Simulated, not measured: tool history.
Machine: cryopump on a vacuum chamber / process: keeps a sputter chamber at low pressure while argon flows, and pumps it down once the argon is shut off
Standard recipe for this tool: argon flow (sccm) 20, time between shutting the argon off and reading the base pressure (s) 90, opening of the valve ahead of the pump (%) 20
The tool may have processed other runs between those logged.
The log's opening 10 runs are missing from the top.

run,hour,argon flow (sccm),time between shutting the argon off and reading the base pressure (s),opening of the valve ahead of the pump (%),hours of work since the pump was warmed up and emptied,hours of work since the cold head was overhauled,hours of work since the chamber's fittings were tightened,pressure while argon flows (Pa),pressure after the wait (uPa)
11,161.6,20,90,20,183,183,525,0.0840,1.04
12,177.7,20,90,20,196,196,539,0.0856,1.02
13,194.5,20,90,20,211,211,553,0.0849,1.04
14,217.6,20,90,20,230,230,572,0.0846,1.05
15,230.6,20,90,20,241,241,583,0.0839,1.06
16,248.2,20,90,20,256,256,598,0.0836,1.04
17,262.7,20,90,29,268,268,610,0.0598,1.13
18,283.9,20,90,56,286,286,628,0.0311,1.10
19,302.3,9,128,56,301,301,643,0.0137,0.93
20,313.7,34,244,46,311,311,653,0.0640,0.71
21,329.7,34,244,46,324,324,666,0.0632,0.74
22,349.6,32,90,56,341,341,683,0.0492,1.12
23,370.5,20,84,24,359,359,701,0.0713,1.17
24,385.9,20,65,20,372,372,714,0.0853,1.38
25,409.2,9,21,55,391,391,733,0.0139,3.19
26,427.7,9,21,55,407,407,749,0.0142,3.26
27,441.2,9,21,55,418,418,760,0.0146,3.29

What will run 28 give?
28,454.2,9,21,55,429,429,771,?,?

For run 28 the tool returned pressure while argon flows (Pa) 0.0141, pressure after the wait (uPa) 3.26.
On a tool with no hidden condition, and with the same random variation, this run would have come out at pressure while argon flows (Pa) 0.0132, pressure after the wait (uPa) 2.82.
